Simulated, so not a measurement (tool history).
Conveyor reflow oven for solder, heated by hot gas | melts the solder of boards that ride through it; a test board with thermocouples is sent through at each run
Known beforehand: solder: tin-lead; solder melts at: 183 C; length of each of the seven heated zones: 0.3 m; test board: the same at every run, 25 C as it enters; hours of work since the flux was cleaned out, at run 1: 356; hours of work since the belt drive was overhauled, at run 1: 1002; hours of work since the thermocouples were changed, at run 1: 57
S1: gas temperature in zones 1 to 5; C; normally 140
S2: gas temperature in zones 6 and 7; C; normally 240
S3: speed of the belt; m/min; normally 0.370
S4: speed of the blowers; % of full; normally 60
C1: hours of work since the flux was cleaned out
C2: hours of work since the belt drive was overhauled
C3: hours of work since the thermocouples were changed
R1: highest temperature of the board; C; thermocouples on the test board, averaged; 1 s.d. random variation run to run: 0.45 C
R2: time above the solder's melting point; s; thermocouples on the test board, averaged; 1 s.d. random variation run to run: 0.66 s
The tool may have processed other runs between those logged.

run   hour   S1   S2     S3  S4   C1    C2   C3     R1    R2
  1    0.0  140  240  0.370  60  356  1002   57  214.5  70.7
  2   37.0  140  240  0.370  60  382  1028   83  214.5  70.8
  3   64.6  140  240  0.370  60  402  1047  102  214.4  69.3
  4   92.3  140  240  0.370  60  421  1067  122  214.0  69.1
  5  129.6  140  240  0.370  60  447  1093  148  213.9  69.3
  6  151.9  140  240  0.370  60  463  1108  164  213.3  70.1
  7  171.9  140  240  0.370  60  477  1122  178  214.2  68.6
     182.9  -- flux residue cleaned out of gas plates and filters
  8  198.2  140  240  0.370  60   11  1137  193  210.6  65.7
  9  223.9  140  240  0.370  60   29  1155  211  211.0  65.6
     249.6  -- flux residue cleaned out of gas plates and filters, once more
 10  261.3  140  240  0.370  60    8  1178  233  216.2  72.1
 11  290.5  140  240  0.370  60   29  1199  254  216.5  74.2
 12  318.0  140  240  0.370  60   48  1218  273  215.8  72.8
 13  336.1  140  240  0.370  60   61  1231  286  216.4  73.1
 14  359.3  140  240  0.370  60   77  1247  302  216.5  73.9
 15  392.0  140  240  0.370  60  100  1270  325  216.5  72.9
 16  431.1  130  228  0.353  72  127  1297  352  209.6  64.6
 17  469.9  135  240  0.346  60  155  1325  380  217.0  78.2
 18  498.5  135  240  0.346  60  175  1345  400  215.9  77.2
 19  540.2  135  237  0.411  60  204  1374  429  207.2  52.0
 20  570.6  135  237  0.411  75  225  1395  450  213.3  59.8
 21  604.3  135  237  0.411  75  249  1419  474  212.4  59.1
 22  637.2  135  237  0.411  75  272  1442  497  212.8  58.5
 23  677.1  138  243  0.411  71  300  1470  525  215.9  65.0

For run 24, what comes out?
 24  710.4  138  247  0.320  62  323  1493  548   ?   ?

{"run 24": {"R1": 226.0, "R2": 95.8}}
Had the tool carried no hidden state, the very same run would have given R1 228.7 C, R2 95.4 s.
